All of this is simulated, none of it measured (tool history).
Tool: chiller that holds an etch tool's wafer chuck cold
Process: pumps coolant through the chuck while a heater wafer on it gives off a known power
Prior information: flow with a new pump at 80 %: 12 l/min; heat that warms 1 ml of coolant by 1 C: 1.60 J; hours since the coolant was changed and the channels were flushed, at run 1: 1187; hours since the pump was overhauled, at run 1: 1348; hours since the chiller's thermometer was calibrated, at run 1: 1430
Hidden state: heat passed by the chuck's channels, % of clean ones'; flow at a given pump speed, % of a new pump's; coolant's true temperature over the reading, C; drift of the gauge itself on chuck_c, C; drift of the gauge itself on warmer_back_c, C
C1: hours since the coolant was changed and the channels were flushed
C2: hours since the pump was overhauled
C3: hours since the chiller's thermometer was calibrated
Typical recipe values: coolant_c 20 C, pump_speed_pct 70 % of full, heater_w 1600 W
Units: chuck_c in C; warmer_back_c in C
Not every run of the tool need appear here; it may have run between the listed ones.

Run 1, day 0: usual settings; C1 1187; C2 1348; C3 1430. Result: chuck_c 32.5 C, warmer_back_c 5.82 C.
Run 2, day 1.688: usual settings; C1 1228; C2 1389; C3 1470. Result: chuck_c 32.6 C, warmer_back_c 5.83 C.
Run 3, day 3.633: usual settings but coolant_c 25 C; C1 1274; C2 1435; C3 1517. Result: chuck_c 37.7 C, warmer_back_c 5.88 C.
Run 4, day 5.296: usual settings but heater_w 1128 W; C1 1314; C2 1475; C3 1557. Result: chuck_c 28.9 C, warmer_back_c 4.12 C.
Run 5, day 7.508: usual settings; C1 1367; C2 1528; C3 1610. Result: chuck_c 32.5 C, warmer_back_c 5.86 C.
Run 6, day 8.642: usual settings but pump_speed_pct 75 % of full; C1 1394; C2 1556; C3 1637. Result: chuck_c 32.1 C, warmer_back_c 5.51 C.
Run 7, day 9.667: usual settings but pump_speed_pct 75 % of full; C1 1419; C2 1580; C3 1662. Result: chuck_c 32 C, warmer_back_c 5.43 C.
Run 8, day 11.129: usual settings but pump_speed_pct 93 % of full; C1 1454; C2 1615; C3 1697. Result: chuck_c 30.5 C, warmer_back_c 4.35 C.
Run 9, day 13.533: usual settings but pump_speed_pct 93 % of full; C1 1512; C2 1673; C3 1754. Result: chuck_c 30.4 C, warmer_back_c 4.38 C.
Run 10, day 15.446: usual settings but pump_speed_pct 63 % of full; C1 1558; C2 1719; C3 1800. Result: chuck_c 33.7 C, warmer_back_c 6.5 C.
Run 11, day 17.454: usual settings but pump_speed_pct 63 % of full; C1 1606; C2 1767; C3 1848. Result: chuck_c 33.7 C, warmer_back_c 6.53 C.
Run 12, day 19.467: usual settings; C1 1654; C2 1815; C3 1897. Result: chuck_c 32.6 C, warmer_back_c 5.88 C.
Run 13, day 21.617: usual settings; C1 1706; C2 1867; C3 1948. Result: chuck_c 32.4 C, warmer_back_c 5.88 C.
Run 14, day 24.054: usual settings but pump_speed_pct 62 % of full; C1 1764; C2 1925; C3 2007. Result: chuck_c 34.1 C, warmer_back_c 6.6 C.
Run 15, day 25.529: usual settings but coolant_c 13 C, pump_speed_pct 62 % of full; C1 1800; C2 1961; C3 2042. Result: chuck_c 26.9 C, warmer_back_c 6.6 C.
Run 16, day 27.612: usual settings but coolant_c 13 C, pump_speed_pct 62 % of full; C1 1850; C2 2011; C3 2092. Result: chuck_c 26.8 C, warmer_back_c 6.66 C.
Run 17, day 28.896: usual settings but coolant_c 13 C, pump_speed_pct 62 % of full; C1 1881; C2 2042; C3 2123. Result: chuck_c 27.1 C, warmer_back_c 6.64 C.
At day 29.079: chiller's thermometer calibrated.
Run 18, day 30.771: usual settings but coolant_c 10 C, pump_speed_pct 78 % of full, heater_w 1509 W; C1 1925; C2 2086; C3 41. Result: chuck_c 21.4 C, warmer_back_c 4.98 C.
Run 19, day 32.55: usual settings but heater_w 917 W; C1 1967; C2 2128; C3 83. Result: chuck_c 27.4 C, warmer_back_c 3.37 C.

Expected results for the next run?
Run 20, day 34.471: usual settings but coolant_c 23 C, pump_speed_pct 64 % of full, heater_w 1544 W; C1 2013; C2 2174; C3 129. Result: chuck_c ?, warmer_back_c ?.

Logged for run 20: chuck_c 36.3 C, warmer_back_c 6.23 C.
Had the tool carried no hidden state, the very same run would have given chuck_c 35.4 C, warmer_back_c 6.07 C.
